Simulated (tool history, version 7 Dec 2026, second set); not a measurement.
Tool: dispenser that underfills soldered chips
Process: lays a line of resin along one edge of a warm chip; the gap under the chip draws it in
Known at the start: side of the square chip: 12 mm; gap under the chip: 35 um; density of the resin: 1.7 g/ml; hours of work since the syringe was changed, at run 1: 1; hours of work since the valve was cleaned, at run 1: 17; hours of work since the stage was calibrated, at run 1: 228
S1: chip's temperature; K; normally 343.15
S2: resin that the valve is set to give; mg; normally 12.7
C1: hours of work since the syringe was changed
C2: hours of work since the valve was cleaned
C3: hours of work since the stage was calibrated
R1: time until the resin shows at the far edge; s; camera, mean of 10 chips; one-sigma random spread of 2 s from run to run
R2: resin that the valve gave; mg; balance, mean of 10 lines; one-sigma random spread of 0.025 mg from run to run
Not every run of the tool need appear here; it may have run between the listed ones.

run,hour,S1,S2,C1,C2,C3,R1,R2
1,0.0,343.15,12.7,1,17,228,219.6,12.58
2,8.9,343.15,14.4,7,23,235,288.6,14.24
# hour 10.9: new syringe of resin
3,12.9,343.15,14.4,1,26,238,223.1,14.17
4,18.5,343.15,14.4,6,30,242,267.0,14.19
# hour 22.9: new syringe of resin
5,22.9,343.15,14.4,0,33,245,216.7,14.17
6,31.4,343.15,13.8,6,40,251,280.4,13.52
# hour 34.7: new syringe of resin
7,37.9,333.15,12.7,2,44,256,392.6,12.42
8,44.0,333.15,12.7,7,49,260,491.6,12.37
# hour 46.3: new syringe of resin
9,48.6,343.15,14.8,2,52,263,230.8,14.44
10,55.0,343.15,12.7,6,57,268,286.7,12.35
# hour 57.6: new syringe of resin
11,63.6,343.15,12.7,4,63,274,269.0,12.33
12,67.2,343.15,12.7,7,65,277,307.5,12.28
# hour 69.1: new syringe of resin
# hour 74.5: dispensing valve cleaned and set on the balance
13,75.4,343.15,12.7,4,1,282,256.4,12.78
# hour 81.8: new syringe of resin
14,84.6,343.15,12.7,2,7,289,235.9,12.71
15,92.3,357.15,12.7,8,13,294,162.9,12.63
# hour 93.3: new syringe of resin
16,98.4,357.15,12.7,4,17,299,135.4,12.63
17,102.4,343.15,12.7,7,20,301,298.0,12.61

Run 18 comes next. What will it give?
# hour 105.0: new syringe of resin
18,107.7,343.15,12.7,2,24,305,?,?

R1: 250.2 s
R2: 12.58 mg
With no hidden state in the tool, this same run would have given R1 205.7 s, R2 12.70 mg.

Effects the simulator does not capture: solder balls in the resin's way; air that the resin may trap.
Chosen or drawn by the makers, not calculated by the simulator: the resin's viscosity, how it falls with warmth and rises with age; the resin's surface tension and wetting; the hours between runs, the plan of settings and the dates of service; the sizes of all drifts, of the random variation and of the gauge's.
